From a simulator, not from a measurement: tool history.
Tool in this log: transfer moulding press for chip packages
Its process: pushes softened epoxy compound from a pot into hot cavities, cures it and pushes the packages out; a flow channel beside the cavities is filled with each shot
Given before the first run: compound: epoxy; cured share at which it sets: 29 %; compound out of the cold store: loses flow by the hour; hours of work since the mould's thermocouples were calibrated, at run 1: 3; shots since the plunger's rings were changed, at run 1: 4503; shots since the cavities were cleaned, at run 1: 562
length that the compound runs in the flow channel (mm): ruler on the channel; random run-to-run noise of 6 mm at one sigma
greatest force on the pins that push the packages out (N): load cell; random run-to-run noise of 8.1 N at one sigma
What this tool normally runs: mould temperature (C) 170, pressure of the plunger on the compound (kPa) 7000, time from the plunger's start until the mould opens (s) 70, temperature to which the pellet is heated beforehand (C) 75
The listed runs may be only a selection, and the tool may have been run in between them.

run   hour  mould temperature (C)  pressure of the plunger on the compound (kPa)  time from the plunger's start until the mould opens (s)  temperature to which the pellet is heated beforehand (C)  hours of work since the mould's thermocouples were calibrated  shots since the plunger's rings were changed  shots since the cavities were cleaned  incoming compound's hours out of the cold store  length that the compound runs in the flow channel (mm)  greatest force on the pins that push the packages out (N)
  1    0.0                    170                                           7000                                                       70                                                        75                                                              3                                          4503                                    562                                             43.8                                                     556                                                        532
  2   10.0                    170                                           7000                                                       70                                                        75                                                              7                                          4622                                    681                                             31.9                                                     608                                                        593
  3   16.3                    170                                           6600                                                       70                                                        75                                                             10                                          4696                                    755                                             28.5                                                     605                                                        618
  4   23.5                    170                                           7000                                                       70                                                        75                                                             14                                          4781                                    840                                             33.2                                                     605                                                        622
      25.7  -- cavities cleaned with cleaning compound and waxed
  5   36.0                    170                                           7000                                                       70                                                        75                                                             19                                          4912                                    122                                             11.6                                                     679                                                        841
  6   48.3                    170                                           8080                                                       70                                                        75                                                             24                                          5057                                    267                                             23.7                                                     678                                                        787
      54.6  -- plunger's sealing rings changed
  7   57.3                    168                                           8080                                                       70                                                        68                                                             27                                            32                                    344                                             41.3                                                     679                                                        874
  8   66.9                    170                                           7000                                                      102                                                        75                                                             32                                           146                                    458                                             46.3                                                     593                                                        353
      74.5  -- cavities cleaned with cleaning compound and waxed, once more
  9   82.0                    170                                           6420                                                       98                                                        84                                                             38                                           308                                     89                                              8.4                                                     718                                                        201
 10   88.2                    170                                           5710                                                       85                                                        80                                                             41                                           381                                    162                                             32.6                                                     587                                                        263
 11  101.4                    170                                           6190                                                       70                                                        75                                                             47                                           537                                    318                                             38.5                                                     577                                                        485

Hidden condition of the tool, last listed run before each entry between runs versus first listed run after:
From run 4 to run 5: cavities cleaned with cleaning compound and waxed (hour 25.7)
  pressure that reaches the compound, % of what is set: 84.92 -> 84.51; grip of the stained cavities, % over clean ones': 73 -> 111
  the result without the hidden state subtracted from the measured one, length that the compound runs in the flow channel (mm): -50 -> -60; greatest force on the pins that push the packages out (N): +265 -> +445
From run 6 to run 7: plunger's sealing rings changed (hour 54.6)
  pressure that reaches the compound, % of what is set: 84.05 -> 99.08; grip of the stained cavities, % over clean ones': 111.5 -> 111.7
  the result without the hidden state subtracted from the measured one, length that the compound runs in the flow channel (mm): -61 -> -3; greatest force on the pins that push the packages out (N): +417 -> +465
From run 8 to run 9: cavities cleaned with cleaning compound and waxed, once more (hour 74.5)
  pressure that reaches the compound, % of what is set: 98.75 -> 98.28; grip of the stained cavities, % over clean ones': 112.1 -> 14.3
  the result without the hidden state subtracted from the measured one, length that the compound runs in the flow channel (mm): -4 -> -6; greatest force on the pins that push the packages out (N): +191 -> +28
